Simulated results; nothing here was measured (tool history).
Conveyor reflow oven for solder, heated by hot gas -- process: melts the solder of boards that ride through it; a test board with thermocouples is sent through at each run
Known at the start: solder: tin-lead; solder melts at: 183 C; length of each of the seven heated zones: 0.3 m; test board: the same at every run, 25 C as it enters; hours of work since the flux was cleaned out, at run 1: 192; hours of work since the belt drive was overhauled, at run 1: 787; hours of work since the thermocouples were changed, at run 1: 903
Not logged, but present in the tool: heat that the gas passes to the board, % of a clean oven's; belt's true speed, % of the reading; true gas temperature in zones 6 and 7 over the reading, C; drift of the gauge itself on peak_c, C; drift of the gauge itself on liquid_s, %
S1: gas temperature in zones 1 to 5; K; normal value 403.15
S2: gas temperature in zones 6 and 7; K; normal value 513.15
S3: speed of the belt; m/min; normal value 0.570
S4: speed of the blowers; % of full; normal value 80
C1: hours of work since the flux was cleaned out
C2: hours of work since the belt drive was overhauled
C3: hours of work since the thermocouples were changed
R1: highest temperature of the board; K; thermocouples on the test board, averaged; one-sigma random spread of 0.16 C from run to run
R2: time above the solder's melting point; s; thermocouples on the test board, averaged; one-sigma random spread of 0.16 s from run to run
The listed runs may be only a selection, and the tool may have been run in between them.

run	hour	S1	S2	S3	S4	C1	C2	C3	R1	R2
1	0.0	403.15	513.15	0.570	80	192	787	903	497.75	50.1
2	32.0	403.15	513.15	0.570	80	212	807	923	497.55	50.0
3	63.1	403.15	513.15	0.570	80	232	826	942	497.75	49.6
4	95.7	403.15	513.15	0.553	80	252	847	963	498.35	52.0
5	121.2	403.15	513.15	0.553	80	269	863	979	498.75	51.9
6	153.4	403.15	513.15	0.553	80	289	883	1000	498.65	52.3
7	170.7	399.15	513.15	0.553	80	300	894	1011	498.05	50.9
8	190.4	403.15	513.15	0.570	80	312	907	1023	497.55	49.6
9	212.8	403.15	513.15	0.570	80	326	921	1037	497.85	49.8
10	230.6	403.15	513.15	0.570	80	338	932	1048	497.95	49.6
11	251.5	403.15	513.15	0.570	80	351	945	1062	497.65	49.5
# hour 282.7: flux residue cleaned out of gas plates and filters
12	286.8	403.15	513.15	0.570	80	3	965	1081	497.85	49.9
13	316.6	403.15	513.15	0.570	80	21	983	1100	497.85	49.8
14	333.9	416.15	513.15	0.570	80	32	994	1110	499.55	54.3
15	353.1	390.15	510.15	0.570	82	44	1006	1123	493.45	44.6
16	383.6	410.15	528.15	0.614	80	64	1026	1142	509.85	52.8
17	399.0	394.15	504.15	0.570	60	73	1035	1152	484.85	39.3
18	419.4	394.15	504.15	0.570	60	86	1048	1165	485.05	39.1
19	438.7	394.15	504.15	0.570	60	99	1061	1177	485.05	39.1
# hour 448.6: thermocouples of zones 6 and 7 changed
20	473.2	394.15	504.15	0.570	60	119	1081	16	484.65	39.1
21	494.2	411.15	516.15	0.518	60	132	1094	29	501.85	59.1
22	526.2	412.15	528.15	0.518	72	153	1115	49	514.35	65.4
23	550.3	412.15	528.15	0.518	72	168	1130	64	515.05	65.2
24	566.4	412.15	528.15	0.518	72	178	1140	74	514.65	65.1
25	601.0	404.15	520.15	0.570	80	200	1162	96	504.25	53.2
26	618.2	397.15	506.15	0.656	62	211	1173	107	481.95	31.6

Run 27 is up next; what results do you expect?
27	641.3	397.15	506.15	0.656	62	225	1187	122	?	?

R1: 482.05 K
R2: 32.0 s
Take away the tool's hidden state, keep the run-to-run variation as it was, and the same run would have given R1 482.15 K, R2 32.0 s.
